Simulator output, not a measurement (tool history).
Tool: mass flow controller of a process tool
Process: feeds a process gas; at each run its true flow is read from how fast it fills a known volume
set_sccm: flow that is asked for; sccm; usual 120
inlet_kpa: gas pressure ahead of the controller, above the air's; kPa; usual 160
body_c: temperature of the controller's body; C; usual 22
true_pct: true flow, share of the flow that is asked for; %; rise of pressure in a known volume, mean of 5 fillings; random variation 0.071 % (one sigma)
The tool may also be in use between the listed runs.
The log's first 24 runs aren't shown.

run,day,set_sccm,inlet_kpa,body_c,hours of work since the controller was set to zero,hours of work since the controller was changed,true_pct
25,67.904,101,242,22,1900,1900,98.81
26,70.829,101,242,22,1943,1943,98.82
27,73.433,42,160,38,1981,1981,100.54
28,76.658,42,160,38,2029,2029,100.46
29,80.521,42,160,38,2086,2086,100.52
30,84.517,120,255,22,2145,2145,98.94
31,88.288,34,174,22,2200,2200,99.01
32,92.283,34,174,22,2259,2259,99.08
33,95.775,69,222,22,2311,2311,98.86
34,98.696,33,222,37,2354,2354,99.83
35,100.312,29,221,22,2378,2378,98.72
36,103.171,45,221,22,2420,2420,98.66
37,105.417,45,221,22,2453,2453,98.73
38,109.412,43,257,34,2512,2512,99.4
39,111.675,43,257,34,2545,2545,99.52
40,115.267,128,161,33,2598,2598,100.55
41,117.588,114,159,22,2632,2632,99.5
42,119.883,146,196,39,2666,2666,100.86
43,123.408,146,196,39,2718,2718,100.95
44,126.567,100,194,24,2764,2764,99.49
45,128.929,35,263,27,2799,2799,98.86
46,132.921,120,245,22,2858,2858,99.04
47,136.888,49,279,27,2916,2916,98.82
48,138.6,49,279,27,2942,2942,98.64

Forecast each of these 4 alternatives for the next run:
A,140.95,69,252,22,2976,2976,?
B,140.95,44,156,38,2976,2976,?
C,140.95,97,250,34,2976,2976,?
D,140.95,68,183,32,2976,2976,?

run,true_pct
A,98.6
B,100.58
C,99.78
D,99.9
Without the tool's hidden state the same runs would have given:
run,true_pct
A,98.61
B,100.59
C,99.78
D,99.91
